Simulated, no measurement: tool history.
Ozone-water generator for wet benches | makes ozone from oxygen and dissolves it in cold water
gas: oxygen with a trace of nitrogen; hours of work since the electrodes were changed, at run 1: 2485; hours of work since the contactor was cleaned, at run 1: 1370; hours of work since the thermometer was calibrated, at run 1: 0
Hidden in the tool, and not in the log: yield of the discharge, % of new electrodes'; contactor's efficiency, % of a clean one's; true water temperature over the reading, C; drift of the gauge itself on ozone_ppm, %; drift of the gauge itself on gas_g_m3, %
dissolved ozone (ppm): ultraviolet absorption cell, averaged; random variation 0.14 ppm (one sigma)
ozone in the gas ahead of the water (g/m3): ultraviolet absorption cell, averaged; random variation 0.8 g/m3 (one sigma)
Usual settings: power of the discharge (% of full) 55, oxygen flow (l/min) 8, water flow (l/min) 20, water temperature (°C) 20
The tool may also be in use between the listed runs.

| run | hour | power of the discharge (% of full) | oxygen flow (l/min) | water flow (l/min) | water temperature (°C) | hours of work since the electrodes were changed | hours of work since the contactor was cleaned | hours of work since the thermometer was calibrated | dissolved ozone (ppm) | ozone in the gas ahead of the water (g/m3) |
|---|---|---|---|---|---|---|---|---|---|---|
| 1 | 0 | 55 | 8 | 20 | 20 | 2485 | 1370 | 0 | 16.4 | 119.7 |
| 2 | 72.3 | 55 | 8 | 20 | 21 | 2553 | 1438 | 68 | 15.6 | 120.7 |
| 3 | 143.5 | 55 | 8 | 20 | 21 | 2620 | 1505 | 135 | 15.9 | 120.8 |
| 4 | 227.5 | 55 | 8 | 20 | 20 | 2699 | 1584 | 214 | 16 | 119.8 |
| 5 | 285.9 | 55 | 8 | 30 | 20 | 2755 | 1639 | 269 | 11.9 | 122 |
| 6 | 355 | 55 | 8 | 30 | 20 | 2820 | 1705 | 334 | 11.7 | 118.8 |
| 7 | 417.1 | 55 | 7.26 | 20 | 20 | 2878 | 1763 | 393 | 16.2 | 125.5 |
| 8 | 457.3 | 55 | 8 | 20 | 20 | 2916 | 1801 | 431 | 15.9 | 118.1 |
| 9 | 543 | 55 | 8 | 20 | 20 | 2997 | 1882 | 512 | 16.1 | 120.3 |
| 10 | 620.8 | 55 | 8 | 16 | 20 | 3070 | 1955 | 585 | 18.1 | 121.1 |
| 11 | 661.2 | 55 | 8 | 16 | 20 | 3108 | 1993 | 623 | 18.4 | 119.1 |
| 12 | 720.5 | 55 | 8 | 20 | 20 | 3164 | 2049 | 679 | 16 | 117 |
| 13 | 793.1 | 55 | 8 | 20 | 20 | 3232 | 2117 | 747 | 15.9 | 119.1 |
| 14 | 868.5 | 55 | 8 | 20 | 20 | 3303 | 2188 | 818 | 15.7 | 119.4 |
| 15 | 910 | 55 | 8 | 20 | 20 | 3343 | 2227 | 857 | 15.8 | 120.5 |
| 16 | 953.2 | 55 | 8 | 20 | 20 | 3383 | 2268 | 898 | 15.9 | 117.9 |
| 17 | 1014.3 | 55 | 11.13 | 20 | 15 | 3441 | 2326 | 956 | 16.4 | 97 |
| 18 | 1080.3 | 60 | 8 | 20 | 16 | 3503 | 2388 | 1018 | 17.9 | 124.2 |
| 19 | 1162.7 | 60 | 11.58 | 20 | 14 | 3581 | 2465 | 1095 | 17.4 | 99.5 |
| 20 | 1225.1 | 93 | 5.45 | 21 | 26 | 3639 | 2524 | 1154 | 19.5 | 202 |
| 21 | 1270.8 | 55 | 8 | 21 | 20 | 3683 | 2567 | 1197 | 14.9 | 116.8 |
| 22 | 1344.3 | 73 | 5.16 | 20 | 14 | 3752 | 2637 | 1267 | 21.2 | 181 |
| 23 | 1399.5 | 73 | 12.16 | 21 | 13 | 3804 | 2689 | 1319 | 19.1 | 110.2 |
| 24 | 1484.5 | 73 | 12.16 | 21 | 13 | 3884 | 2769 | 1399 | 18.7 | 109 |
| 25 | 1559.6 | 55 | 8 | 20 | 17 | 3955 | 2840 | 1469 | 16.5 | 116.2 |
| 26 | 1647 | 55 | 5.35 | 20 | 20 | 4037 | 2922 | 1552 | 16 | 146.3 |
| 27 | 1685.5 | 76 | 8 | 20 | 18 | 4073 | 2958 | 1588 | 19.7 | 144.5 |
| 28 | 1776.4 | 91 | 4.41 | 13 | 18 | 4159 | 3044 | 1674 | 31.2 | 221 |
| 29 | 1821.8 | 55 | 7.35 | 13 | 19 | 4202 | 3086 | 1716 | 20.9 | 123 |
| 30 | 1873.2 | 55 | 7.35 | 13 | 19 | 4250 | 3135 | 1765 | 20.6 | 121.5 |
| 31 | 1944.3 | 55 | 7.35 | 25 | 17 | 4317 | 3202 | 1832 | 13.9 | 123 |
| 32 | 1991.2 | 60 | 8 | 20 | 20 | 4361 | 3246 | 1876 | 16.3 | 123.4 |

Measured less the same run without the tool's hidden state. The same run-to-run variation is in both; the gauge's scatter may not be:
| run | dissolved ozone (ppm) | ozone in the gas ahead of the water (g/m3) |
|---|---|---|
| 1 | -0.8 | -5.5 |
| 2 | -0.8 | -5.8 |
| 3 | -0.8 | -5.9 |
| 4 | -0.9 | -6 |
| 5 | -0.7 | -6.2 |
| 6 | -0.8 | -6.3 |
| 7 | -1 | -6.7 |
| 8 | -1 | -6.5 |
| 9 | -1 | -6.7 |
| 10 | -1.2 | -6.9 |
| 11 | -1.2 | -6.9 |
| 12 | -1.1 | -7 |
| 13 | -1.1 | -7.2 |
| 14 | -1.2 | -7.4 |
| 15 | -1.1 | -7.4 |
| 16 | -1.1 | -7.6 |
| 17 | -1.2 | -6.3 |
| 18 | -1.4 | -8.9 |
| 19 | -1.4 | -7.2 |
| 20 | -2.1 | -19.6 |
| 21 | -1.2 | -8.2 |
| 22 | -2.1 | -15.6 |
| 23 | -1.9 | -9.7 |
| 24 | -2 | -9.8 |
| 25 | -1.4 | -8.7 |
| 26 | -1.5 | -11.3 |
| 27 | -2.1 | -13.9 |
| 28 | -3.8 | -24.5 |
| 29 | -1.9 | -9.9 |
| 30 | -1.9 | -9.9 |
| 31 | -1.4 | -10.2 |
| 32 | -1.6 | -10.9 |

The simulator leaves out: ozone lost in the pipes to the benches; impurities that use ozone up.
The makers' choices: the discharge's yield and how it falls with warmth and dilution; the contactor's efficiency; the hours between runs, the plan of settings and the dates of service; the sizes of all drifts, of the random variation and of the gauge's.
